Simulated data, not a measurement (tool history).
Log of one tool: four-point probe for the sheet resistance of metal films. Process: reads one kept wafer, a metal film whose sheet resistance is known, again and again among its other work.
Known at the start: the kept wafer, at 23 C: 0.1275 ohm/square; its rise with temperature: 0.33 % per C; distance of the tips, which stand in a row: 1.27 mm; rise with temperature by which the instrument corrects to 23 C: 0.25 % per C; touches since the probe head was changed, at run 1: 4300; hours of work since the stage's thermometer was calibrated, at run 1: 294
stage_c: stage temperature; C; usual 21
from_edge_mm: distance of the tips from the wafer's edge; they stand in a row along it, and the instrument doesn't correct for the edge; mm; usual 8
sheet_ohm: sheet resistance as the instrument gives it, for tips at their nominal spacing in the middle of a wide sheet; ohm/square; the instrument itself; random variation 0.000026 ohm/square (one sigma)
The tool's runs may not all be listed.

run   hour  stage_c  from_edge_mm  touches since the probe head was changed  hours of work since the stage's thermometer was calibrated  sheet_ohm
  1    0.0       21             8                                      4300                                                         294   0.128894
  2   51.8       21             8                                      5700                                                         316   0.128861
  3   96.9       21             8                                      6919                                                         335   0.128847
  4  141.0       21             8                                      8112                                                         353   0.128822
  5  181.8       21             8                                      9215                                                         370   0.128826
  6  215.9       21             8                                     10137                                                         385   0.128843
  7  272.0       21            11                                     11653                                                         408   0.127998
  8  330.3       21            11                                     13229                                                         433   0.127999
  9  388.1       20            14                                     14791                                                         457   0.127531
 10  419.5       33             7                                     15640                                                         470   0.130510
 11  483.5       24             8                                     17368                                                         497   0.129032
 12  527.2       24             8                                     18549                                                         515   0.129065
 13  587.8       31            16                                     20188                                                         541   0.128454
 14  649.6       22             3                                     21858                                                         567   0.138165

The next listed run, before its measurement:
 15  686.8       22             3                                     22862                                                         582          ?

{"run 15": {"sheet_ohm": 0.138115}}
Without the tool's hidden state the same run would have given sheet_ohm 0.138450 ohm/square.
